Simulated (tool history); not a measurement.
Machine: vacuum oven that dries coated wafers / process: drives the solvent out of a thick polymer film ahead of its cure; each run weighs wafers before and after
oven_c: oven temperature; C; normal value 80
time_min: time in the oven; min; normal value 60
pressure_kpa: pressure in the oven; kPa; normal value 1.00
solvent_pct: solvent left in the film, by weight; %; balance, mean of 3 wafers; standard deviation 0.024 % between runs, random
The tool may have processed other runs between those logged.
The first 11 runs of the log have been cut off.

run   hour  oven_c  time_min  pressure_kpa  hours of work since the thermocouples were calibrated  hours of work since the vacuum gauge was cleaned of residue  solvent_pct
 12  301.7      80        79          1.00                                                    745                                                          436         1.30
 13  334.0      80        79          1.00                                                    760                                                          451         1.25
 14  364.9      80        79          1.00                                                    774                                                          465         1.22
 15  402.1      81        60          1.00                                                    791                                                          482         1.89
 16  436.0      81        60          1.00                                                    807                                                          498         1.85
 17  453.1      74        60          0.82                                                    815                                                          506         3.67
 18  471.8      91        60          0.55                                                    823                                                          515         0.43
 19  488.5      66        52          2.87                                                    831                                                          522         8.96
 20  520.4      84        60          1.49                                                    846                                                          537         1.53
 21  558.3      80        60          0.71                                                    864                                                          555         1.93
     565.0  -- oven's thermocouples calibrated
 22  583.9      80        60          0.71                                                      9                                                          566         1.93
 23  609.5      91        92          2.35                                                     21                                                          577         0.87
 24  644.3      68        42          1.00                                                     37                                                          594         8.24
 25  674.4      79        42          1.44                                                     51                                                          608         4.34
 26  696.6      90        42          1.44                                                     61                                                          618         1.54
 27  726.2      80        60          1.85                                                     75                                                          632         2.54
 28  764.1      68        55          1.85                                                     92                                                          649         7.09
 29  798.4      80        60          1.00                                                    108                                                          665         2.11
 30  824.9      80        65          0.64                                                    121                                                          677         1.67
 31  862.7      76        62          1.28                                                    138                                                          695         3.17

5 options for the next run, each taken on its own from the tool as it stands now. Forecast them:
  A  895.5      80        36          0.99                                                    153                                                          710            ?
  B  895.5      86        59          1.28                                                    153                                                          710            ?
  C  895.5      80        47          1.38                                                    153                                                          710            ?
  D  895.5      78        62          1.55                                                    153                                                          710            ?
  E  895.5      68        62          3.63                                                    153                                                          710            ?

run  solvent_pct
  A         4.71
  B         1.22
  C         3.37
  D         2.71
  E         7.55
Without the tool's unlogged condition, the same runs would have read:
run  solvent_pct
  A         4.72
  B         1.22
  C         3.38
  D         2.71
  E         7.56
